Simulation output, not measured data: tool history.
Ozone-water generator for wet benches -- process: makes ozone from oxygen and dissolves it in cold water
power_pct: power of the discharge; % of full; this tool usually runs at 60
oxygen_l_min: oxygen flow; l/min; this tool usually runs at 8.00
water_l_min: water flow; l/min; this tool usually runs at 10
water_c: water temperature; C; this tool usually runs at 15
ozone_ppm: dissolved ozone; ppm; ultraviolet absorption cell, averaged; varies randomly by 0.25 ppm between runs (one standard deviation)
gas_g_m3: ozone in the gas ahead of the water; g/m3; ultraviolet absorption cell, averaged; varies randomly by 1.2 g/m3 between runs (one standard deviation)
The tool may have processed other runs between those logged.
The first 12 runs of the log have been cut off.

run 13 hour=645.4 | power_pct=60 oxygen_l_min=8.00 water_l_min=10 water_c=18 | ozone_ppm=34.6 gas_g_m3=223.6
run 14 hour=688.1 | power_pct=60 oxygen_l_min=8.00 water_l_min=10 water_c=18 | ozone_ppm=34.6 gas_g_m3=221.1
run 15 hour=730.7 | power_pct=60 oxygen_l_min=8.00 water_l_min=10 water_c=18 | ozone_ppm=34.8 gas_g_m3=219.6
run 16 hour=803.3 | power_pct=59 oxygen_l_min=8.00 water_l_min=10 water_c=15 | ozone_ppm=36.2 gas_g_m3=217.7
run 17 hour=877.1 | power_pct=59 oxygen_l_min=8.70 water_l_min=10 water_c=8 | ozone_ppm=41.9 gas_g_m3=206.5
run 18 hour=953.7 | power_pct=60 oxygen_l_min=10.28 water_l_min=10 water_c=9 | ozone_ppm=39.7 gas_g_m3=193.7
run 19 hour=1004.3 | power_pct=60 oxygen_l_min=6.24 water_l_min=13 water_c=15 | ozone_ppm=32.8 gas_g_m3=252.1
run 20 hour=1073.5 | power_pct=60 oxygen_l_min=6.24 water_l_min=13 water_c=10 | ozone_ppm=35.8 gas_g_m3=249.7
run 21 hour=1114.3 | power_pct=65 oxygen_l_min=12.41 water_l_min=6 water_c=13 | ozone_ppm=45.1 gas_g_m3=188.3
run 22 hour=1183.2 | power_pct=48 oxygen_l_min=13.40 water_l_min=10 water_c=8 | ozone_ppm=31.5 gas_g_m3=139.3
run 23 hour=1243.6 | power_pct=46 oxygen_l_min=5.40 water_l_min=8 water_c=15 | ozone_ppm=35.6 gas_g_m3=214.5
run 24 hour=1310.6 | power_pct=46 oxygen_l_min=5.40 water_l_min=8 water_c=15 | ozone_ppm=36.1 gas_g_m3=213.4
run 25 hour=1371.9 | power_pct=46 oxygen_l_min=9.16 water_l_min=15 water_c=9 | ozone_ppm=25.4 gas_g_m3=161.6
run 26 hour=1403.9 | power_pct=46 oxygen_l_min=4.16 water_l_min=14 water_c=7 | ozone_ppm=28.3 gas_g_m3=245.8
-- hour=1433.3 water thermometer calibrated
run 27 hour=1448.4 | power_pct=46 oxygen_l_min=4.16 water_l_min=14 water_c=7 | ozone_ppm=27.8 gas_g_m3=246.3
run 28 hour=1485.4 | power_pct=46 oxygen_l_min=4.16 water_l_min=14 water_c=7 | ozone_ppm=27.8 gas_g_m3=247.3
run 29 hour=1549.0 | power_pct=46 oxygen_l_min=4.16 water_l_min=14 water_c=7 | ozone_ppm=27.8 gas_g_m3=243.5
run 30 hour=1620.4 | power_pct=80 oxygen_l_min=4.16 water_l_min=14 water_c=13 | ozone_ppm=41.7 gas_g_m3=394.2
run 31 hour=1690.5 | power_pct=45 oxygen_l_min=10.50 water_l_min=7 water_c=9 | ozone_ppm=36.3 gas_g_m3=148.3

Branching from run 31: 5 alternative next runs. What would each branch give?
run A hour=1738.4 | power_pct=53 oxygen_l_min=10.50 water_l_min=7 water_c=8 | ozone_ppm=? gas_g_m3=?
run B hour=1738.4 | power_pct=45 oxygen_l_min=8.25 water_l_min=6 water_c=9 | ozone_ppm=? gas_g_m3=?
run C hour=1738.4 | power_pct=99 oxygen_l_min=4.52 water_l_min=7 water_c=9 | ozone_ppm=? gas_g_m3=?
run D hour=1738.4 | power_pct=60 oxygen_l_min=4.01 water_l_min=10 water_c=9 | ozone_ppm=? gas_g_m3=?
run E hour=1738.4 | power_pct=60 oxygen_l_min=10.69 water_l_min=7 water_c=15 | ozone_ppm=? gas_g_m3=?

run=A ozone_ppm=43.2 gas_g_m3=170.9
run=B ozone_ppm=41.6 gas_g_m3=168.8
run=C ozone_ppm=86.4 gas_g_m3=458.6
run=D ozone_ppm=44.5 gas_g_m3=315.3
run=E ozone_ppm=40.0 gas_g_m3=187.6
Take away the tool's hidden state, keep each run's random variation, and the runs would have read:
run=A ozone_ppm=45.2 gas_g_m3=173.9
run=B ozone_ppm=43.4 gas_g_m3=171.2
run=C ozone_ppm=91.7 gas_g_m3=472.4
run=D ozone_ppm=46.9 gas_g_m3=321.5
run=E ozone_ppm=42.0 gas_g_m3=191.3
